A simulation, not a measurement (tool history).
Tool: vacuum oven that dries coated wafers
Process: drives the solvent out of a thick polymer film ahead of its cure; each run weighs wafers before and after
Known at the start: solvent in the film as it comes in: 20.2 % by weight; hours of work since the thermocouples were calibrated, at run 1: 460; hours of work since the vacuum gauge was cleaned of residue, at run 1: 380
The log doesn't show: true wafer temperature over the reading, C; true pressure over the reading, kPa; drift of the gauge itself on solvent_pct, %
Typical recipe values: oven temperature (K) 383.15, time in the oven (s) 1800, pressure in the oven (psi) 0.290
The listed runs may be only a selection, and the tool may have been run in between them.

run	hour	oven temperature (K)	time in the oven (s)	pressure in the oven (psi)	hours of work since the thermocouples were calibrated	hours of work since the vacuum gauge was cleaned of residue	solvent left in the film (%)
1	0.0	383.15	1800	0.290	460	380	2.67
2	30.4	383.15	1800	0.290	481	400	2.64
3	55.4	383.15	1800	0.175	498	418	2.42
4	76.2	383.15	1800	0.175	513	432	2.45
5	108.5	383.15	1800	0.425	535	454	2.96
6	132.7	383.15	1800	0.290	551	471	2.67
7	165.5	383.15	1800	0.290	574	493	2.66
8	202.1	383.15	1800	0.290	599	518	2.66
9	239.9	383.15	1800	0.290	625	544	2.66
10	256.5	383.15	1800	0.290	636	556	2.66
11	293.4	370.15	1800	0.290	662	581	5.39
12	312.1	370.15	1800	0.290	674	594	5.40

Predict the results of run 13:
13	337.0	370.15	1800	0.290	691	611	?

solvent left in the film (%): 5.37
With the hidden condition absent and the run-to-run variation left alone, this run would have shown solvent left in the film (%) 5.39.
